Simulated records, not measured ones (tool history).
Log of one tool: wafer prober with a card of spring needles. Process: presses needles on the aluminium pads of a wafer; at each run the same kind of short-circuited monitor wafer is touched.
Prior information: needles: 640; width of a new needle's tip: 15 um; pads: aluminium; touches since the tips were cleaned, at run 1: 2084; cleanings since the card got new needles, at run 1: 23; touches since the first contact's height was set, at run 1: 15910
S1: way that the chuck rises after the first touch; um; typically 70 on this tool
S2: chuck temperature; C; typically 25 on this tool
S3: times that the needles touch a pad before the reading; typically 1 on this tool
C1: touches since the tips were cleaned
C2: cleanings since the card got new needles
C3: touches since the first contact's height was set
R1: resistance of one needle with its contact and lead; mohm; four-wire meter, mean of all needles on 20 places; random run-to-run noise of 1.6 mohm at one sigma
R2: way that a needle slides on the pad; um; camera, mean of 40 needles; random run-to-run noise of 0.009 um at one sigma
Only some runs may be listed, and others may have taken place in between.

Run 1, hour 0.0: usual settings; C1 2084; C2 23; C3 15910. Result: R1 148 mohm, R2 12.232 um.
Run 2, hour 6.7: usual settings; C1 4490; C2 23; C3 18316. Result: R1 151 mohm, R2 12.223 um.
At hour 11.8: tips cleaned on abrasive film.
Run 3, hour 12.3: usual settings; C1 194; C2 24; C3 20288. Result: R1 148 mohm, R2 12.246 um.
Run 4, hour 23.1: usual settings; C1 4065; C2 24; C3 24159. Result: R1 154 mohm, R2 12.232 um.
Run 5, hour 28.2: usual settings; C1 5857; C2 24; C3 25951. Result: R1 148 mohm, R2 12.232 um.
At hour 29.4: tips cleaned on abrasive film.
Run 6, hour 36.9: usual settings; C1 2677; C2 25; C3 29032. Result: R1 149 mohm, R2 12.249 um.
At hour 47.3: tips cleaned on abrasive film.
Run 7, hour 48.6: usual settings; C1 442; C2 26; C3 33180. Result: R1 150 mohm, R2 12.232 um.
Run 8, hour 53.6: usual settings; C1 2243; C2 26; C3 34981. Result: R1 150 mohm, R2 12.246 um.
Run 9, hour 60.4: usual settings; C1 4680; C2 26; C3 37418. Result: R1 147 mohm, R2 12.238 um.
At hour 64.7: tips cleaned on abrasive film.
Run 10, hour 72.6: usual settings; C1 2852; C2 27; C3 41767. Result: R1 149 mohm, R2 12.252 um.
Run 11, hour 78.9: usual settings; C1 5106; C2 27; C3 44021. Result: R1 149 mohm, R2 12.226 um.
At hour 82.5: tips cleaned on abrasive film.
Run 12, hour 87.4: usual settings but S1 81 um; C1 1747; C2 28; C3 47020. Result: R1 147 mohm, R2 14.177 um.
Run 13, hour 94.8: usual settings but S1 81 um; C1 4398; C2 28; C3 49671. Result: R1 146 mohm, R2 14.169 um.
At hour 100.2: tips cleaned on abrasive film.
Run 14, hour 103.4: usual settings; C1 1130; C2 29; C3 52699. Result: R1 145 mohm, R2 12.247 um.
Run 15, hour 114.2: usual settings but S3 2; C1 5003; C2 29; C3 56572. Result: R1 151 mohm, R2 12.225 um.
At hour 117.7: tips cleaned on abrasive film.
Run 16, hour 125.2: usual settings but S3 2; C1 2689; C2 30; C3 60477. Result: R1 148 mohm, R2 12.229 um.
At hour 135.5: tips cleaned on abrasive film.
Run 17, hour 136.8: usual settings but S3 2; C1 458; C2 31; C3 64572. Result: R1 149 mohm, R2 12.240 um.
Run 18, hour 142.0: usual settings but S1 64 um, S2 54 C; C1 2319; C2 31; C3 66433. Result: R1 153 mohm, R2 11.203 um.
Run 19, hour 152.0: usual settings but S1 72 um, S2 29 C; C1 5916; C2 31; C3 70030. Result: R1 151 mohm, R2 12.587 um.
At hour 153.1: tips cleaned on abrasive film.
Run 20, hour 158.1: usual settings but S1 72 um, S2 89 C; C1 1813; C2 32; C3 72181. Result: R1 161 mohm, R2 12.594 um.
Run 21, hour 163.3: usual settings but S1 72 um, S2 89 C; C1 3657; C2 32; C3 74025. Result: R1 160 mohm, R2 12.586 um.
At hour 170.5: tips cleaned on abrasive film.
Run 22, hour 172.9: usual settings but S1 54 um, S2 66 C; C1 872; C2 33; C3 77447. Result: R1 161 mohm, R2 9.433 um.
Run 23, hour 181.5: usual settings but S1 55 um, S2 68 C; C1 3926; C2 33; C3 80501. Result: R1 159 mohm, R2 9.620 um.
At hour 188.1: tips cleaned on abrasive film.
Run 24, hour 188.6: usual settings but S1 68 um, S2 107 C, S3 3; C1 165; C2 34; C3 83015. Result: R1 165 mohm, R2 11.887 um.
Run 25, hour 195.3: usual settings but S2 99 C; C1 2547; C2 34; C3 85397. Result: R1 163 mohm, R2 12.254 um.
Run 26, hour 202.5: usual settings but S1 52 um, S2 41 C, S3 3; C1 5127; C2 34; C3 87977. Result: R1 153 mohm, R2 9.073 um.
At hour 206.2: tips cleaned on abrasive film.
Run 27, hour 208.1: usual settings but S1 81 um; C1 694; C2 35; C3 89960. Result: R1 150 mohm, R2 14.156 um.
Run 28, hour 217.2: usual settings but S1 71 um; C1 3965; C2 35; C3 93231. Result: R1 147 mohm, R2 12.414 um.
At hour 224.4: tips cleaned on abrasive film.
Run 29, hour 225.1: usual settings but S1 71 um; C1 260; C2 36; C3 96005. Result: R1 151 mohm, R2 12.413 um.

Each row is a separate what-if for the run after 29, all from the same tool condition, not one after another. Results?
Run A, hour 232.8: usual settings but S1 71 um, S3 2; C1 3010; C2 36; C3 98755. Result: R1 ?, R2 ?.
Run B, hour 232.8: usual settings but S1 85 um, S2 75 C, S3 2; C1 3010; C2 36; C3 98755. Result: R1 ?, R2 ?.
Run C, hour 232.8: usual settings but S1 71 um, S2 91 C; C1 3010; C2 36; C3 98755. Result: R1 ?, R2 ?.
Run D, hour 232.8: usual settings but S1 62 um, S2 31 C; C1 3010; C2 36; C3 98755. Result: R1 ?, R2 ?.

run   R1      R2
  A  149  12.404
  B  154  14.864
  C  160  12.429
  D  152  10.831
Stripped of hidden state, with their random variation kept, the same runs would have yielded:
run   R1      R2
  A  149  12.404
  B  154  14.865
  C  160  12.429
  D  151  10.832
